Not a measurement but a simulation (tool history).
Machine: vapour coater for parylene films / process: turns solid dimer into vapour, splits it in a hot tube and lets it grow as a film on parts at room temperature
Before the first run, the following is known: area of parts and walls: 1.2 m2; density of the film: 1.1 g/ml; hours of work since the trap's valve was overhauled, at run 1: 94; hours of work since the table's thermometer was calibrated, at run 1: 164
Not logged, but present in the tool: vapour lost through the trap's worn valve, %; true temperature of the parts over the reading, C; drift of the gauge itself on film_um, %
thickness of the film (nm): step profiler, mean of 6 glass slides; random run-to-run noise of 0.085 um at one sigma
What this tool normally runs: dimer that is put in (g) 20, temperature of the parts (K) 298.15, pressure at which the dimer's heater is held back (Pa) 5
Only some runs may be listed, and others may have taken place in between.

run,hour,dimer that is put in (g),temperature of the parts (K),pressure at which the dimer's heater is held back (Pa),hours of work since the trap's valve was overhauled,hours of work since the table's thermometer was calibrated,thickness of the film (nm)
1,0,20,298.15,5,94,164,10200
2,21.5,20,298.15,5,103,173,9990
3,39.6,20,298.15,6.03,110,180,9700
4,59.9,23,298.15,5,119,189,11660
5,87.7,23,298.15,5,130,200,11660
6,109.8,23,298.15,5,139,209,11480
7,131.2,20,308.15,5,147,217,6460
# hour 133.4: table's thermometer calibrated
8,150.8,20,298.15,5,155,7,10050
9,167.7,20,298.15,5,162,14,9890
10,196,27,299.15,6.79,173,25,12160
11,210.1,20,298.15,2.95,179,31,10810
12,234.2,20,291.15,2.79,189,41,14230
13,256.5,11,291.15,2.79,198,50,7830
14,271.7,14,292.15,5.04,204,56,8980
# hour 280.1: table's thermometer calibrated, once more
15,290.8,11,295.15,11.36,211,4,5420
16,316.4,11,295.15,11.36,222,15,5350
17,341.7,22,295.15,10.63,232,25,10930

Alternative continuations, all from the tool just after run 17; predict every row:
A,361.8,9,292.15,5,240,33,?
B,361.8,22,295.15,6.69,240,33,?
C,361.8,18,292.15,10.45,240,33,?
D,361.8,11,307.15,5,240,33,?

run,thickness of the film (nm)
A,5770
B,11690
C,10070
D,3630
Without the tool's unlogged condition, the same runs would have read:
run,thickness of the film (nm)
A,6080
B,12320
C,10600
D,3820

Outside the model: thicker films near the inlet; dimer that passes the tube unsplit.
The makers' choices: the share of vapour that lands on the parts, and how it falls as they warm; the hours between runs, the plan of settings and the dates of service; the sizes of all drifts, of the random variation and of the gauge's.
